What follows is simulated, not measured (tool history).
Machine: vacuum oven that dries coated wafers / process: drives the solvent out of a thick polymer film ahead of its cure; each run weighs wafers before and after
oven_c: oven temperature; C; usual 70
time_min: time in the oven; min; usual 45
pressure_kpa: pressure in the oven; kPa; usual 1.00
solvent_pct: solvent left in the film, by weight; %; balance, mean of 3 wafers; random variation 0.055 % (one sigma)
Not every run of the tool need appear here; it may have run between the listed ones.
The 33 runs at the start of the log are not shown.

| run | hour | oven_c | time_min | pressure_kpa | hours of work since the thermocouples were calibrated | hours of work since the vacuum gauge was cleaned of residue | solvent_pct |
|---|---|---|---|---|---|---|---|
| 34 | 836.0 | 70 | 76 | 2.87 | 1132 | 389 | 2.65 |
| 35 | 860.4 | 70 | 22 | 1.00 | 1142 | 399 | 5.99 |
| 36 | 886.9 | 80 | 24 | 1.42 | 1153 | 411 | 2.63 |
| 37 | 922.1 | 78 | 23 | 3.19 | 1168 | 425 | 4.16 |
| 38 | 955.8 | 70 | 50 | 1.00 | 1182 | 439 | 2.50 |
| 39 | 976.3 | 84 | 23 | 0.51 | 1191 | 448 | 1.51 |
| 40 | 1011.5 | 78 | 58 | 0.55 | 1206 | 463 | 0.62 |
| 41 | 1038.4 | 78 | 58 | 0.55 | 1217 | 474 | 0.64 |
| 42 | 1067.1 | 76 | 39 | 2.66 | 1229 | 486 | 2.72 |
| 43 | 1093.3 | 70 | 45 | 0.60 | 1240 | 497 | 2.63 |
| 44 | 1116.3 | 70 | 45 | 0.60 | 1249 | 507 | 2.77 |
| 45 | 1146.8 | 70 | 45 | 0.60 | 1262 | 519 | 2.68 |
| 46 | 1165.3 | 70 | 41 | 0.60 | 1270 | 527 | 3.15 |
| 47 | 1198.8 | 70 | 49 | 1.00 | 1284 | 541 | 2.66 |

Predict each of these 3 candidate next runs independently; none follows another, all start after run 47:
| A | 1226.1 | 70 | 49 | 2.79 | 1295 | 552 | ? |
| B | 1226.1 | 82 | 59 | 1.22 | 1295 | 552 | ? |
| C | 1226.1 | 82 | 72 | 2.37 | 1295 | 552 | ? |

| run | solvent_pct |
|---|---|
| A | 3.74 |
| B | 0.64 |
| C | 1.19 |
With no hidden state in the tool, these same runs would have given:
| run | solvent_pct |
|---|---|
| A | 2.93 |
| B | 0.45 |
| C | 0.98 |
